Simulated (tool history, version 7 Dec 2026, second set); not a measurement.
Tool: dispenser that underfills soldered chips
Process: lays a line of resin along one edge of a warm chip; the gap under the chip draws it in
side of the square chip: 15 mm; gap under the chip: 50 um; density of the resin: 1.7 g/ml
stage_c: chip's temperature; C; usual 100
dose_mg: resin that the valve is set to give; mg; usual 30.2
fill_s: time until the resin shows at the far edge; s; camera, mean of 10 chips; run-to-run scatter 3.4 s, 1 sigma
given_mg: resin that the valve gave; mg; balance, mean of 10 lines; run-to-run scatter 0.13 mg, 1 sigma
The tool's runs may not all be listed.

run  hour  stage_c  dose_mg  fill_s  given_mg
  1     0      100     30.2   364.2     28.86
  2   4.1      100     30.2   441.7     28.93
      7.8  -- dispensing valve cleaned and set on the balance
  3   7.8      100     30.2   493.3     30.15
  4   9.7      100       29   526.8     28.95
     12.3  -- new syringe of resin
  5  13.9      100     30.2   364.3      30.3
  6  18.4      100     35.5   437.6     35.38
  7  21.4      100     39.2   499.7     39.11
  8  24.3      100     39.2   562.4     39.06
     24.9  -- new syringe of resin
  9  27.5       99     33.6   399.2     33.45
 10  31.1      100     28.8   462.2     28.51
 11  34.1      100     32.2   509.6     32.04
 12  36.6      112       32   342.4     31.67
     37.5  -- new syringe of resin
 13  40.8      108     33.9     272     33.51
 14  43.2       94     36.4     560     35.93
 15  45.9       94     26.8     653     26.36
     50.1  -- new syringe of resin
 16  50.5       87     26.3   662.8     25.93

Alternative continuations, all from the tool just after run 16; predict every row:
  A  53.6       87     31.2       ?         ?
  B  53.6      105     30.8       ?         ?
  C  53.6       87     36.9       ?         ?
  D  53.6       86     28.3       ?         ?
  E  53.6       87     28.5       ?         ?

run  fill_s  given_mg
  A   732.2     30.89
  B   324.6     30.47
  C   727.5     36.44
  D   777.6     27.77
  E   746.4     27.95
Take away the tool's hidden state, keep each run's random variation, and the runs would have read:
run  fill_s  given_mg
  A   612.5     31.32
  B   272.2     30.89
  C   609.1     36.94
  D   649.8     28.16
  E   623.8     28.34
